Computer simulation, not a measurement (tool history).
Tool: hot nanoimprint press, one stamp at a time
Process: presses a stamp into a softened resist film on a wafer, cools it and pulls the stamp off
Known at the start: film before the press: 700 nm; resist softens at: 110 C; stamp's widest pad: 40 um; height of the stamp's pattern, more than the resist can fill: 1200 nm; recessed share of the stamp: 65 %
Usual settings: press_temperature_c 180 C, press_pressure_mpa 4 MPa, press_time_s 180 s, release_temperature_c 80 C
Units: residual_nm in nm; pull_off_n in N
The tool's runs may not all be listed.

| run | hour | press_temperature_c | press_pressure_mpa | press_time_s | release_temperature_c | residual_nm | pull_off_n |
|---|---|---|---|---|---|---|---|
| 1 | 0 | 180 | 4 | 180 | 80 | 296.3 | 202 |
| 2 | 20.6 | 180 | 4 | 180 | 80 | 298.1 | 201 |
| 3 | 41.2 | 180 | 4 | 180 | 80 | 295.3 | 201 |
| 4 | 56 | 180 | 4 | 180 | 80 | 297.8 | 198 |
| 5 | 82.2 | 180 | 4 | 180 | 80 | 297.2 | 197 |
| 6 | 99.1 | 180 | 4 | 180 | 80 | 298.3 | 200 |
| 7 | 122 | 180 | 4 | 98 | 80 | 365 | 197 |
| 8 | 138.6 | 180 | 4 | 98 | 80 | 363.9 | 193 |
| 9 | 149.9 | 180 | 4 | 98 | 80 | 366.7 | 202 |
| 10 | 177.2 | 180 | 4 | 98 | 80 | 368.7 | 205 |
| 11 | 205.5 | 180 | 4 | 98 | 80 | 366.2 | 195 |
| 12 | 228.1 | 180 | 4 | 98 | 80 | 369.7 | 198 |
| 13 | 240.5 | 180 | 4 | 180 | 80 | 298.6 | 203 |
| 14 | 264.7 | 180 | 2.49 | 180 | 81 | 377.5 | 194 |
| 15 | 279.5 | 186 | 4.36 | 217 | 80 | 210.7 | 203 |
| 16 | 300.7 | 171 | 2.65 | 217 | 80 | 469.5 | 196 |
| 17 | 324.6 | 181 | 4 | 180 | 80 | 287.3 | 202 |
| 18 | 350.6 | 177 | 3.09 | 96 | 71 | 453.1 | 246 |
| 19 | 372 | 177 | 3.47 | 193 | 88 | 351.4 | 163 |
| 20 | 383.9 | 184 | 3.37 | 270 | 82 | 240 | 196 |
| 21 | 403.1 | 184 | 3.37 | 270 | 82 | 241.2 | 191 |
| 22 | 425.6 | 184 | 3.37 | 270 | 82 | 239.6 | 189 |
| 23 | 446.4 | 184 | 3.37 | 270 | 82 | 240.9 | 192 |
| 24 | 467.6 | 180 | 3.16 | 239 | 66 | 304.8 | 271 |
| 25 | 491.8 | 172 | 3.16 | 166 | 66 | 457.8 | 286 |

Taken out of this log: 1 entry between the listed runs. Where each belongs, and how the hidden state differs across it:
Between runs 10 and 11: stamp cleaned and given a new release coat (hour 201.4)
  grip of the stamp's worn release coat, % over a new coat's: 1.1 -> 0
